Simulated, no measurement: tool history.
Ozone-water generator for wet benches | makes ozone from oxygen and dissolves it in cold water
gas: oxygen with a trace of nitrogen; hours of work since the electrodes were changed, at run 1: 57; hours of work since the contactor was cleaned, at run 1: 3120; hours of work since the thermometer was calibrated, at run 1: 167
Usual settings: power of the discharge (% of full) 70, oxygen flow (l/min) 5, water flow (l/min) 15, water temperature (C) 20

| run | day | power of the discharge (% of full) | oxygen flow (l/min) | water flow (l/min) | water temperature (C) | hours of work since the electrodes were changed | hours of work since the contactor was cleaned | hours of work since the thermometer was calibrated | dissolved ozone (ppm) | ozone in the gas ahead of the water (g/m3) |
|---|---|---|---|---|---|---|---|---|---|---|
| 1 | 0 | 70 | 5 | 15 | 20 | 57 | 3120 | 167 | 24.3 | 238 |
| 2 | 1.071 | 70 | 5 | 15 | 20 | 80 | 3143 | 189 | 23.8 | 240.1 |
| 3 | 1.662 | 47 | 5 | 15 | 20 | 93 | 3155 | 202 | 17.8 | 173.9 |
| 4 | 2.304 | 70 | 5 | 15 | 20 | 107 | 3169 | 216 | 23.9 | 239.5 |
| 5 | 2.879 | 70 | 5 | 15 | 20 | 119 | 3181 | 228 | 24.1 | 239 |
| 6 | 4.017 | 70 | 5 | 15 | 20 | 143 | 3206 | 253 | 23.8 | 239.1 |
| 7 | 4.75 | 70 | 5.83 | 13 | 23 | 159 | 3222 | 268 | 23.9 | 215.3 |
| 8 | 5.267 | 70 | 5.83 | 13 | 23 | 170 | 3233 | 279 | 24.2 | 215.7 |
| 9 | 5.796 | 64 | 2.77 | 19 | 13 | 181 | 3244 | 291 | 21.5 | 334.5 |
| 10 | 6.833 | 64 | 2.77 | 19 | 13 | 203 | 3266 | 313 | 21.2 | 332.6 |
| 11 | 7.692 | 64 | 2.77 | 19 | 13 | 222 | 3284 | 331 | 21.1 | 333.7 |

5 ways to go on from here, each from the tool as it stands after run 11. What would each give?
| A | 8.712 | 64 | 2.77 | 12 | 13 | 244 | 3306 | 353 | ? | ? |
| B | 8.712 | 66 | 6.15 | 19 | 13 | 244 | 3306 | 353 | ? | ? |
| C | 8.712 | 64 | 4.67 | 19 | 17 | 244 | 3306 | 353 | ? | ? |
| D | 8.712 | 70 | 5 | 15 | 20 | 244 | 3306 | 353 | ? | ? |
| E | 8.712 | 91 | 2.77 | 19 | 21 | 244 | 3306 | 353 | ? | ? |

| run | dissolved ozone (ppm) | ozone in the gas ahead of the water (g/m3) |
|---|---|---|
| A | 32.2 | 337.2 |
| B | 20.7 | 196.1 |
| C | 19.6 | 234.7 |
| D | 23.6 | 239.9 |
| E | 25.4 | 436.6 |
Without the tool's hidden state the same runs would have given:
| run | dissolved ozone (ppm) | ozone in the gas ahead of the water (g/m3) |
|---|---|---|
| A | 34.7 | 337.9 |
| B | 22.5 | 196.6 |
| C | 21.3 | 235.2 |
| D | 25.6 | 240.4 |
| E | 27.7 | 437.8 |

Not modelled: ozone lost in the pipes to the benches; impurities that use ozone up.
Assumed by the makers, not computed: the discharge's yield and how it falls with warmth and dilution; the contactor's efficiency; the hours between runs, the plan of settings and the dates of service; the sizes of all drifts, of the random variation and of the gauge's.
